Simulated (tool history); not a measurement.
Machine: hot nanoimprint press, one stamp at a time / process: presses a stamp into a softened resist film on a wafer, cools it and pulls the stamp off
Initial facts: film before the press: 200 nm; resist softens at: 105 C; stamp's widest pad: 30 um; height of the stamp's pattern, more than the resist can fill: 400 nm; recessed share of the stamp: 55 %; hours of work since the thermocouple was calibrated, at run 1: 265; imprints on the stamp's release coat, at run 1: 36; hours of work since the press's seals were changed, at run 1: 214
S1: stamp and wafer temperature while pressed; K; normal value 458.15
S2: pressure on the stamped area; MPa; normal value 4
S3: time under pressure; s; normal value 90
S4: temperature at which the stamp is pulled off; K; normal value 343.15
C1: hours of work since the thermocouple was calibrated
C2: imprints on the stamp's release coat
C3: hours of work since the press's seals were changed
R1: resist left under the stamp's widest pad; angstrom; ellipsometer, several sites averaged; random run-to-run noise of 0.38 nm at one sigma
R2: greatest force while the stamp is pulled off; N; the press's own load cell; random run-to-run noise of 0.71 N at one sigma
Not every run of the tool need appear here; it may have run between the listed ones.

Run 1, hour 0: usual settings; C1 265; C2 36; C3 214. Result: R1 1037 angstrom, R2 133.2 N.
At hour 58.8: plate thermocouple calibrated.
Run 2, hour 71.5: usual settings; C1 8; C2 183; C3 257. Result: R1 1040 angstrom, R2 133.7 N.
Run 3, hour 153.7: usual settings; C1 59; C2 359; C3 308. Result: R1 1039 angstrom, R2 132.8 N.
Run 4, hour 225.4: usual settings; C1 104; C2 512; C3 353. Result: R1 1034 angstrom, R2 132 N.
Run 5, hour 281.1: usual settings but S2 2.97 MPa; C1 139; C2 632; C3 388. Result: R1 1197 angstrom, R2 132.2 N.
At hour 319.1: stamp cleaned and given a new release coat.
Run 6, hour 334.4: usual settings but S4 342.15 K; C1 168; C2 33; C3 417. Result: R1 1033 angstrom, R2 134.9 N.
Run 7, hour 396.9: usual settings but S4 342.15 K; C1 207; C2 167; C3 456. Result: R1 1041 angstrom, R2 134.2 N.
Run 8, hour 464.1: usual settings but S4 342.15 K; C1 249; C2 311; C3 498. Result: R1 1046 angstrom, R2 134.4 N.
At hour 544.5: plate thermocouple calibrated.
Run 9, hour 551.7: usual settings but S4 342.15 K; C1 5; C2 492; C3 551. Result: R1 1048 angstrom, R2 135.6 N.
At hour 563.9: press's hydraulic seals changed and the load cell set to zero.
Run 10, hour 625.6: usual settings; C1 46; C2 633; C3 39. Result: R1 1048 angstrom, R2 133 N.
At hour 665.8: stamp cleaned and given a new release coat.
Run 11, hour 668.6: usual settings; C1 69; C2 6; C3 62. Result: R1 1041 angstrom, R2 132.7 N.
Run 12, hour 736.4: usual settings but S1 453.15 K, S2 2.72 MPa, S3 45 s, S4 330.15 K; C1 111; C2 151; C3 104. Result: R1 1617 angstrom, R2 155.2 N.
Run 13, hour 818.2: usual settings but S2 4.8 MPa, S3 48 s, S4 347.15 K; C1 162; C2 327; C3 155. Result: R1 1157 angstrom, R2 125.7 N.
Run 14, hour 872.8: usual settings but S2 6.28 MPa, S3 54 s, S4 332.15 K; C1 196; C2 444; C3 189. Result: R1 979 angstrom, R2 151.4 N.
Run 15, hour 953.7: usual settings but S2 6.28 MPa, S3 54 s, S4 332.15 K; C1 247; C2 617; C3 240. Result: R1 973 angstrom, R2 150.8 N.
At hour 1001.9: stamp cleaned and given a new release coat.
At hour 1045: plate thermocouple calibrated.
Run 16, hour 1045.4: usual settings but S2 6.28 MPa, S3 54 s, S4 332.15 K; C1 0; C2 87; C3 291. Result: R1 971 angstrom, R2 150.8 N.
Run 17, hour 1102.6: usual settings but S1 468.15 K, S3 95 s; C1 36; C2 209; C3 327. Result: R1 761 angstrom, R2 131.7 N.
Run 18, hour 1147.2: usual settings but S1 468.15 K, S3 95 s; C1 64; C2 305; C3 355. Result: R1 753 angstrom, R2 133.1 N.
Run 19, hour 1224.8: usual settings but S1 468.15 K, S3 95 s; C1 112; C2 471; C3 403. Result: R1 758 angstrom, R2 132 N.
Run 20, hour 1296.9: usual settings but S1 448.15 K, S2 6.19 MPa, S3 45 s; C1 157; C2 625; C3 448. Result: R1 1393 angstrom, R2 131.8 N.
At hour 1338.2: stamp cleaned and given a new release coat.
Run 21, hour 1365.4: usual settings but S2 3.43 MPa, S4 349.15 K; C1 196; C2 58; C3 487. Result: R1 1125 angstrom, R2 120 N.
Run 22, hour 1430: usual settings but S1 460.15 K, S2 2.96 MPa, S3 135 s, S4 341.15 K; C1 237; C2 197; C3 528. Result: R1 1004 angstrom, R2 135 N.

Consider 3 possible next runs. They are alternatives, not a sequence: every one starts from the tool as it was left by run 22. What does each give?
At hour 1483.5: press's hydraulic seals changed and the load cell set to zero.
Run A, hour 1507: usual settings but S2 5.02 MPa, S3 67 s, S4 330.15 K; C1 280; C2 345; C3 15. Result: R1 ?, R2 ?.
At hour 1483.5: press's hydraulic seals changed and the load cell set to zero.
Run B, hour 1507: usual settings but S1 450.15 K, S2 2.96 MPa, S3 49 s, S4 346.15 K; C1 280; C2 345; C3 15. Result: R1 ?, R2 ?.
At hour 1483.5: press's hydraulic seals changed and the load cell set to zero.
Run C, hour 1507: usual settings but S1 460.15 K, S2 2.89 MPa, S3 63 s, S4 333.15 K; C1 280; C2 345; C3 15. Result: R1 ?, R2 ?.

run    R1     R2
  A  1023  153.2
  B  1647  126.1
  C  1272  148.1
Had the tool no hidden state, the same runs would have come out as:
run    R1     R2
  A  1023  156.3
  B  1647  128.5
  C  1271    151

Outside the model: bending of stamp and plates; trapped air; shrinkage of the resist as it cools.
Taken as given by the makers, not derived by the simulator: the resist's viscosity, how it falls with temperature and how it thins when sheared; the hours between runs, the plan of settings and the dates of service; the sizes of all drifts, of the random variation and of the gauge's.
